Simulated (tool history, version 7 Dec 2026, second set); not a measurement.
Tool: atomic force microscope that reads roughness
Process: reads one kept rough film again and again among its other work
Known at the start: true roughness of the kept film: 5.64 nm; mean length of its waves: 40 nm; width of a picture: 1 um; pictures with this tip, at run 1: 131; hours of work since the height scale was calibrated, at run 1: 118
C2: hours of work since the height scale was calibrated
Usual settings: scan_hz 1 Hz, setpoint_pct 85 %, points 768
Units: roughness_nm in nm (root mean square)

Run 1, hour 0: usual settings; pictures with this tip 131; C2 118. Result: roughness_nm 4.507 nm (root mean square).
Run 2, hour 13.6: usual settings; pictures with this tip 145; C2 124. Result: roughness_nm 4.491 nm (root mean square).
Run 3, hour 24.6: usual settings; pictures with this tip 157; C2 129. Result: roughness_nm 4.433 nm (root mean square).
Run 4, hour 34.6: usual settings but points 769; pictures with this tip 167; C2 134. Result: roughness_nm 4.429 nm (root mean square).
Run 5, hour 41.8: usual settings but setpoint_pct 59 %; pictures with this tip 175; C2 137. Result: roughness_nm 4.535 nm (root mean square).
At hour 43.3: new tip fitted.
Run 6, hour 50.5: usual settings; pictures with this tip 7; C2 141. Result: roughness_nm 4.922 nm (root mean square).
Run 7, hour 62.5: usual settings; pictures with this tip 20; C2 146. Result: roughness_nm 4.872 nm (root mean square).
Run 8, hour 73.4: usual settings; pictures with this tip 31; C2 151. Result: roughness_nm 4.825 nm (root mean square).
Run 9, hour 81.2: usual settings; pictures with this tip 40; C2 155. Result: roughness_nm 4.845 nm (root mean square).
Run 10, hour 87.3: usual settings but scan_hz 0.78 Hz; pictures with this tip 46; C2 157. Result: roughness_nm 4.837 nm (root mean square).
Run 11, hour 93.7: usual settings but scan_hz 0.78 Hz; pictures with this tip 53; C2 160. Result: roughness_nm 4.814 nm (root mean square).
Run 12, hour 102.1: usual settings but scan_hz 0.78 Hz; pictures with this tip 61; C2 164. Result: roughness_nm 4.768 nm (root mean square).
Run 13, hour 111.2: usual settings but scan_hz 0.78 Hz; pictures with this tip 71; C2 168. Result: roughness_nm 4.734 nm (root mean square).
Run 14, hour 120.5: usual settings but scan_hz 0.78 Hz; pictures with this tip 81; C2 172. Result: roughness_nm 4.699 nm (root mean square).
Run 15, hour 129.2: usual settings but scan_hz 0.78 Hz; pictures with this tip 90; C2 176. Result: roughness_nm 4.696 nm (root mean square).
Run 16, hour 138.2: usual settings but scan_hz 0.78 Hz; pictures with this tip 99; C2 180. Result: roughness_nm 4.693 nm (root mean square).
Run 17, hour 144.7: usual settings but scan_hz 0.78 Hz; pictures with this tip 106; C2 183. Result: roughness_nm 4.645 nm (root mean square).
Run 18, hour 157.3: usual settings; pictures with this tip 119; C2 189. Result: roughness_nm 4.56 nm (root mean square).
Run 19, hour 168.5: usual settings; pictures with this tip 131; C2 194. Result: roughness_nm 4.548 nm (root mean square).
Run 20, hour 174.7: usual settings; pictures with this tip 137; C2 197. Result: roughness_nm 4.529 nm (root mean square).
Run 21, hour 187.1: usual settings; pictures with this tip 150; C2 203. Result: roughness_nm 4.505 nm (root mean square).
Run 22, hour 195.9: usual settings but points 797; pictures with this tip 159; C2 207. Result: roughness_nm 4.453 nm (root mean square).
Run 23, hour 201.8: usual settings but points 797; pictures with this tip 166; C2 209. Result: roughness_nm 4.45 nm (root mean square).
Run 24, hour 208.3: usual settings; pictures with this tip 172; C2 212. Result: roughness_nm 4.426 nm (root mean square).
At hour 211.9: new tip fitted.
Run 25, hour 220.5: usual settings; pictures with this tip 9; C2 217. Result: roughness_nm 4.959 nm (root mean square).
Run 26, hour 228.9: usual settings; pictures with this tip 17; C2 221. Result: roughness_nm 4.883 nm (root mean square).
Run 27, hour 240.7: usual settings; pictures with this tip 30; C2 227. Result: roughness_nm 4.826 nm (root mean square).
Run 28, hour 247.8: usual settings; pictures with this tip 37; C2 230. Result: roughness_nm 4.828 nm (root mean square).
Run 29, hour 259.9: usual settings but points 378; pictures with this tip 50; C2 235. Result: roughness_nm 4.761 nm (root mean square).
Run 30, hour 269.4: usual settings but scan_hz 1.51 Hz, points 827; pictures with this tip 60; C2 240. Result: roughness_nm 4.659 nm (root mean square).
Run 31, hour 275.7: usual settings but setpoint_pct 77 %, points 421; pictures with this tip 66; C2 243. Result: roughness_nm 4.786 nm (root mean square).
Run 32, hour 285.9: usual settings but scan_hz 2.06 Hz, setpoint_pct 82 %, points 421; pictures with this tip 77; C2 247. Result: roughness_nm 4.565 nm (root mean square).
Run 33, hour 295.1: usual settings but scan_hz 2.06 Hz, setpoint_pct 82 %, points 421; pictures with this tip 87; C2 251. Result: roughness_nm 4.493 nm (root mean square).
Run 34, hour 303.3: usual settings but setpoint_pct 67 %; pictures with this tip 95; C2 255. Result: roughness_nm 4.779 nm (root mean square).
Run 35, hour 316.6: usual settings but scan_hz 0.91 Hz, setpoint_pct 72 %, points 872; pictures with this tip 109; C2 261. Result: roughness_nm 4.683 nm (root mean square).
Run 36, hour 327.4: usual settings but scan_hz 0.91 Hz, setpoint_pct 72 %, points 872; pictures with this tip 120; C2 266. Result: roughness_nm 4.691 nm (root mean square).
Run 37, hour 340.6: usual settings but scan_hz 0.91 Hz, setpoint_pct 72 %, points 872; pictures with this tip 134; C2 272. Result: roughness_nm 4.629 nm (root mean square).
Run 38, hour 352.8: usual settings but scan_hz 0.91 Hz, setpoint_pct 77 %, points 670; pictures with this tip 147; C2 278. Result: roughness_nm 4.572 nm (root mean square).
Run 39, hour 360.8: usual settings but scan_hz 0.91 Hz, setpoint_pct 77 %, points 670; pictures with this tip 155; C2 281. Result: roughness_nm 4.538 nm (root mean square).
Run 40, hour 374.2: usual settings but scan_hz 1.3 Hz, setpoint_pct 68 %; pictures with this tip 169; C2 287. Result: roughness_nm 4.49 nm (root mean square).
At hour 381.1: new tip fitted.
Run 41, hour 384.3: usual settings but scan_hz 1.3 Hz, setpoint_pct 60 %, points 664; pictures with this tip 3; C2 292. Result: roughness_nm 4.979 nm (root mean square).
Run 42, hour 393.4: usual settings but scan_hz 1.3 Hz, setpoint_pct 60 %, points 664; pictures with this tip 13; C2 296. Result: roughness_nm 4.951 nm (root mean square).
Run 43, hour 403.4: usual settings but scan_hz 1.2 Hz, points 661; pictures with this tip 23; C2 300. Result: roughness_nm 4.83 nm (root mean square).
Run 44, hour 415.5: usual settings but scan_hz 3.44 Hz, setpoint_pct 68 %, points 661; pictures with this tip 36; C2 306. Result: roughness_nm 4.748 nm (root mean square).
Run 45, hour 427.4: usual settings but scan_hz 1.48 Hz, setpoint_pct 70 %; pictures with this tip 48; C2 311. Result: roughness_nm 4.813 nm (root mean square).
Run 46, hour 435.3: usual settings but scan_hz 3.78 Hz, setpoint_pct 70 %, points 349; pictures with this tip 57; C2 315. Result: roughness_nm 4.576 nm (root mean square).
Run 47, hour 442.7: usual settings but scan_hz 0.91 Hz, setpoint_pct 67 %, points 349; pictures with this tip 64; C2 318. Result: roughness_nm 4.805 nm (root mean square).
Run 48, hour 451.1: usual settings but scan_hz 0.52 Hz, setpoint_pct 67 %, points 349; pictures with this tip 73; C2 322. Result: roughness_nm 4.789 nm (root mean square).
Run 49, hour 458.2: usual settings but scan_hz 1.27 Hz, setpoint_pct 63 %; pictures with this tip 81; C2 325. Result: roughness_nm 4.748 nm (root mean square).
Run 50, hour 465.5: usual settings but scan_hz 0.54 Hz, setpoint_pct 63 %, points 722; pictures with this tip 88; C2 328. Result: roughness_nm 4.785 nm (root mean square).
Run 51, hour 478: usual settings but scan_hz 0.54 Hz, setpoint_pct 63 %, points 722; pictures with this tip 101; C2 334. Result: roughness_nm 4.763 nm (root mean square).
Run 52, hour 489: usual settings but scan_hz 0.54 Hz, setpoint_pct 63 %, points 722; pictures with this tip 113; C2 339. Result: roughness_nm 4.688 nm (root mean square).

5 ways to go on from here, each from the tool as it stands after run 52. What would each give?
Run A, hour 500: usual settings but scan_hz 3.28 Hz, setpoint_pct 57 %, points 950; pictures with this tip 124; C2 344. Result: roughness_nm ?.
Run B, hour 500: usual settings but scan_hz 1.39 Hz, setpoint_pct 63 %, points 467; pictures with this tip 124; C2 344. Result: roughness_nm ?.
Run C, hour 500: usual settings but points 318; pictures with this tip 124; C2 344. Result: roughness_nm ?.
Run D, hour 500: usual settings but scan_hz 2.97 Hz, setpoint_pct 89 %, points 475; pictures with this tip 124; C2 344. Result: roughness_nm ?.
Run E, hour 500: usual settings but scan_hz 0.54 Hz, setpoint_pct 87 %, points 871; pictures with this tip 124; C2 344. Result: roughness_nm ?.

run  roughness_nm
  A         4.587
  B         4.619
  C         4.502
  D         4.155
  E         4.585
Without the tool's hidden state the same runs would have given:
run  roughness_nm
  A         5.014
  B          5.05
  C         4.922
  D         4.543
  E         5.013
